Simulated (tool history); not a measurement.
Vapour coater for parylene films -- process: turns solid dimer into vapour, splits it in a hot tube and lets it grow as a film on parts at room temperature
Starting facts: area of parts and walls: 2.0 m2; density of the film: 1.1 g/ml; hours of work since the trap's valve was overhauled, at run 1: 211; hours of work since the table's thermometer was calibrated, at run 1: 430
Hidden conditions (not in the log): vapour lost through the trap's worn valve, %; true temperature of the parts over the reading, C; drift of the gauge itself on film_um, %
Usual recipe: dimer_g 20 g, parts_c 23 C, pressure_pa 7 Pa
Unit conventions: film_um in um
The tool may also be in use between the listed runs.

| run | hour | dimer_g | parts_c | pressure_pa | hours of work since the trap's valve was overhauled | hours of work since the table's thermometer was calibrated | film_um |
|---|---|---|---|---|---|---|---|
| 1 | 0 | 20 | 23 | 7 | 211 | 430 | 5.58 |
| 2 | 11 | 20 | 23 | 2.14 | 217 | 437 | 6.91 |
| 3 | 19.6 | 20 | 23 | 7.89 | 222 | 442 | 5.31 |
| 4 | 37 | 20 | 23 | 7.89 | 232 | 452 | 5.31 |
| 5 | 45.5 | 20 | 23 | 10.3 | 238 | 457 | 5.05 |
| 6 | 64.5 | 26 | 23 | 10.3 | 249 | 469 | 6.51 |
| 7 | 76.3 | 20 | 23 | 7 | 256 | 476 | 5.45 |
|  | 81.2 | trap's valve overhauled |
| 8 | 90.1 | 20 | 23 | 7 | 5 | 481 | 5.42 |
| 9 | 106.3 | 17 | 21 | 7 | 15 | 491 | 5.2 |
| 10 | 126.9 | 17 | 21 | 7 | 27 | 503 | 5.05 |
| 11 | 145.9 | 9 | 19 | 10.09 | 38 | 514 | 2.74 |
| 12 | 159.7 | 9 | 19 | 10.09 | 47 | 523 | 2.77 |
| 13 | 177.3 | 34 | 29 | 2.95 | 57 | 533 | 8.37 |

What if the next run were any one of these 4? Each begins from the tool's condition after run 13:
| A | 189.3 | 24 | 29 | 2.95 | 64 | 540 | ? |
| B | 189.3 | 10 | 23 | 2.04 | 64 | 540 | ? |
| C | 189.3 | 24 | 23 | 4.12 | 64 | 540 | ? |
| D | 189.3 | 34 | 24 | 2.95 | 64 | 540 | ? |

| run | film_um |
|---|---|
| A | 5.78 |
| B | 3.5 |
| C | 7.25 |
| D | 10.49 |
Without the tool's unlogged condition, the same runs would have read:
| run | film_um |
|---|---|
| A | 5.78 |
| B | 3.5 |
| C | 7.26 |
| D | 10.5 |
